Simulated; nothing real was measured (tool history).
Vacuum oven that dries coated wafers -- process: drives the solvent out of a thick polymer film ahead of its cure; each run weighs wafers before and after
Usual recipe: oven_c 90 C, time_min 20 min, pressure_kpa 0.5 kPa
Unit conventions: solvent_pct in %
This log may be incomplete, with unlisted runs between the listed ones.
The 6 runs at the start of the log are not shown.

run	hour	oven_c	time_min	pressure_kpa	solvent_pct
7	90.7	90	17	0.338	2.26
8	106.7	90	31	0.5	0.69
9	118.3	90	31	0.5	0.77
10	129.1	91	20	0.5	1.68
11	139.2	91	20	0.5	1.7
12	157.7	91	12	0.5	3.61
13	173.6	91	12	0.5	3.69
14	191.5	91	12	0.5	3.73
15	202.8	91	12	0.5	3.65
16	213.3	90	29	0.5	1
17	222.4	90	29	0.5	0.87
18	241.4	90	29	1.829	1.53
19	258.2	90	29	1.829	1.49
20	268.1	90	29	0.447	0.94
21	283.8	90	26	0.395	1.14
22	300.6	75	32	0.523	3.53
23	314.7	90	29	1.139	1.22
24	331.7	80	15	0.95	5.65
25	344.5	80	13	0.95	6.27

Run 26 has not been measured yet. What should we expect?
26	362.1	99	20	0.809	?

Run 26 produced solvent_pct 0.82 %.
With no hidden state in the tool, this same run would have given solvent_pct 0.81 %.
